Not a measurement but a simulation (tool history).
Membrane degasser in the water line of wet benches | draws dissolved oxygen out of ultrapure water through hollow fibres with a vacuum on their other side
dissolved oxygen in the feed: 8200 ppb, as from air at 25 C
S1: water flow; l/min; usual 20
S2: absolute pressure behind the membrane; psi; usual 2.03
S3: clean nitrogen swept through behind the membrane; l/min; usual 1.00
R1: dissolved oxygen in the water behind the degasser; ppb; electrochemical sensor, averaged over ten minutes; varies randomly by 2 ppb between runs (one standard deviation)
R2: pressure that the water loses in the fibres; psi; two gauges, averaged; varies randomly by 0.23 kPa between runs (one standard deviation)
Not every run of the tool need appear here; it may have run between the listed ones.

run 1 hour=0.0 | S1=20 S2=2.03 S3=1.00 | R1=510.1 R2=8.551
run 2 hour=277.5 | S1=20 S2=2.03 S3=1.00 | R1=512.3 R2=8.673
run 3 hour=508.9 | S1=14 S2=2.03 S3=1.00 | R1=358.6 R2=6.016
run 4 hour=834.6 | S1=20 S2=2.03 S3=1.61 | R1=355.9 R2=8.659
run 5 hour=1148.7 | S1=20 S2=2.03 S3=1.61 | R1=354.8 R2=8.682
run 6 hour=1351.0 | S1=20 S2=2.03 S3=1.00 | R1=517.9 R2=8.681
-- hour=1368.4 vacuum gauge calibrated
run 7 hour=1627.1 | S1=20 S2=2.03 S3=1.00 | R1=522.8 R2=8.734
-- hour=1822.8 seals of the vacuum lines changed
run 8 hour=1958.5 | S1=20 S2=2.03 S3=0.41 | R1=975.2 R2=8.712
run 9 hour=2144.6 | S1=28 S2=2.03 S3=0.41 | R1=1315.5 R2=12.190
run 10 hour=2454.7 | S1=22 S2=1.84 S3=2.59 | R1=264.5 R2=9.606
run 11 hour=2782.1 | S1=16 S2=1.44 S3=0.43 | R1=514.3 R2=6.978
run 12 hour=3048.0 | S1=16 S2=1.44 S3=0.43 | R1=516.8 R2=7.015
run 13 hour=3208.5 | S1=16 S2=1.44 S3=0.43 | R1=515.9 R2=7.036
-- hour=3419.6 vacuum gauge calibrated, once more
run 14 hour=3535.6 | S1=16 S2=1.44 S3=0.43 | R1=500.7 R2=7.011
run 15 hour=3764.1 | S1=17 S2=2.03 S3=1.15 | R1=377.7 R2=7.433
run 16 hour=3950.7 | S1=17 S2=2.03 S3=1.15 | R1=377.8 R2=7.535
run 17 hour=4127.2 | S1=31 S2=2.02 S3=0.74 | R1=1036.6 R2=13.655

Alternative continuations, all from the tool just after run 17; predict every row:
run A hour=4284.2 | S1=28 S2=2.31 S3=0.96 | R1=? R2=?
run B hour=4284.2 | S1=20 S2=3.16 S3=1.58 | R1=? R2=?
run C hour=4284.2 | S1=29 S2=2.12 S3=0.88 | R1=? R2=?
run D hour=4284.2 | S1=31 S2=2.02 S3=2.21 | R1=? R2=?
run E hour=4284.2 | S1=21 S2=1.77 S3=1.38 | R1=? R2=?

run=A R1=888.9 R2=12.395
run=B R1=565.2 R2=8.902
run=C R1=910.9 R2=12.858
run=D R1=579.3 R2=13.719
run=E R1=367.2 R2=9.291
The same runs, with their run-to-run variation unchanged, on a tool lacking any hidden condition would have given:
run=A R1=843.6 R2=11.496
run=B R1=543.6 R2=8.261
run=C R1=862.0 R2=11.925
run=D R1=518.8 R2=12.726
run=E R1=344.5 R2=8.615
